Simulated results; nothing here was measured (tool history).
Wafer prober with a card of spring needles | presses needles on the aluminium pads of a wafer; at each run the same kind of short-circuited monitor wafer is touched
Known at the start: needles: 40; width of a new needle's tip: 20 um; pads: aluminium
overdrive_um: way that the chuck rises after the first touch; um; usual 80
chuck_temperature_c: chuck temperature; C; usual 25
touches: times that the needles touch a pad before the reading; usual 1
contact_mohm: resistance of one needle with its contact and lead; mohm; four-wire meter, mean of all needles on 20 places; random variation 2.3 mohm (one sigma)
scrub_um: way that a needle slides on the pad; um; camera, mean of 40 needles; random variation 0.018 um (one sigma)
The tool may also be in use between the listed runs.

run	hour	overdrive_um	chuck_temperature_c	touches	contact_mohm	scrub_um
1	0	80	25	1	260	16.92
# hour 6.7: tips cleaned on abrasive film
2	8.3	80	25	1	254	16.92
# hour 17.9: tips cleaned on abrasive film
3	20.4	80	25	1	257	16.97
# hour 29.8: tips cleaned on abrasive film
4	32	80	36	1	262	16.93
# hour 41: tips cleaned on abrasive film
5	46.1	73	25	1	258	15.44
# hour 52.6: tips cleaned on abrasive film
6	60.6	73	53	1	272	15.46
# hour 64: tips cleaned on abrasive film
7	68.7	80	25	1	255	16.93
# hour 75.5: tips cleaned on abrasive film
# hour 76.5: height of the first contact set anew
8	79	80	25	1	255	16.93
# hour 87.1: tips cleaned on abrasive film
9	92.9	80	25	1	257	16.95
# hour 98: tips cleaned on abrasive film
10	100	80	25	1	253	16.93
# hour 108.7: tips cleaned on abrasive film
11	111.7	80	25	1	260	16.91
12	118.7	80	25	1	259	16.93
# hour 119.5: tips cleaned on abrasive film
13	125	80	25	2	256	16.93
# hour 130.9: tips cleaned on abrasive film
14	133.4	79	25	2	256	16.73
# hour 141.6: tips cleaned on abrasive film
15	141.6	75	25	1	256	15.86
16	149.5	75	25	1	262	15.83
# hour 153.3: tips cleaned on abrasive film
17	162	75	25	1	259	15.88
# hour 164.3: tips cleaned on abrasive film
18	168.2	75	25	1	261	15.88
# hour 175.3: tips cleaned on abrasive film
19	175.3	78	39	2	260	16.48
# hour 186.6: tips cleaned on abrasive film
20	187.2	78	39	2	266	16.49
# hour 197.4: tips cleaned on abrasive film
21	201.7	76	119	1	292	16.09
# hour 208.4: tips cleaned on abrasive film
22	208.4	80	69	3	270	16.95
23	218.7	80	84	1	275	16.92
# hour 219.9: tips cleaned on abrasive film
# hour 230.7: tips cleaned on abrasive film
24	231.7	95	115	2	278	20.08
25	237.9	84	70	1	271	17.76
# hour 240.1: height of the first contact set anew
# hour 241.8: tips cleaned on abrasive film
26	249.2	86	102	1	278	18.16
# hour 252.8: tips cleaned on abrasive film
27	255.9	89	34	1	255	18.86
# hour 263.8: tips cleaned on abrasive film
28	266.3	83	104	1	276	17.56
29	272.5	66	25	1	266	13.98
# hour 275: tips cleaned on abrasive film
30	282.5	77	62	3	271	16.29
# hour 285.9: tips cleaned on abrasive film
31	291.8	77	38	3	264	16.29
# hour 297.1: tips cleaned on abrasive film
32	302.7	77	38	3	261	16.32
# hour 308.4: tips cleaned on abrasive film
33	314.9	77	38	3	262	16.31

Forecast each of these 4 alternatives for the next run:
# hour 319.7: tips cleaned on abrasive film
A	320.9	68	98	3	?	?
# hour 319.7: tips cleaned on abrasive film
B	320.9	84	80	2	?	?
# hour 319.7: tips cleaned on abrasive film
C	320.9	77	61	2	?	?
# hour 319.7: tips cleaned on abrasive film
D	320.9	80	112	1	?	?

run	contact_mohm	scrub_um
A	290	14.39
B	274	17.8
C	268	16.31
D	281	16.92
Without the tool's hidden state the same runs would have given:
run	contact_mohm	scrub_um
A	290	14.39
B	274	17.8
C	268	16.31
D	281	16.92

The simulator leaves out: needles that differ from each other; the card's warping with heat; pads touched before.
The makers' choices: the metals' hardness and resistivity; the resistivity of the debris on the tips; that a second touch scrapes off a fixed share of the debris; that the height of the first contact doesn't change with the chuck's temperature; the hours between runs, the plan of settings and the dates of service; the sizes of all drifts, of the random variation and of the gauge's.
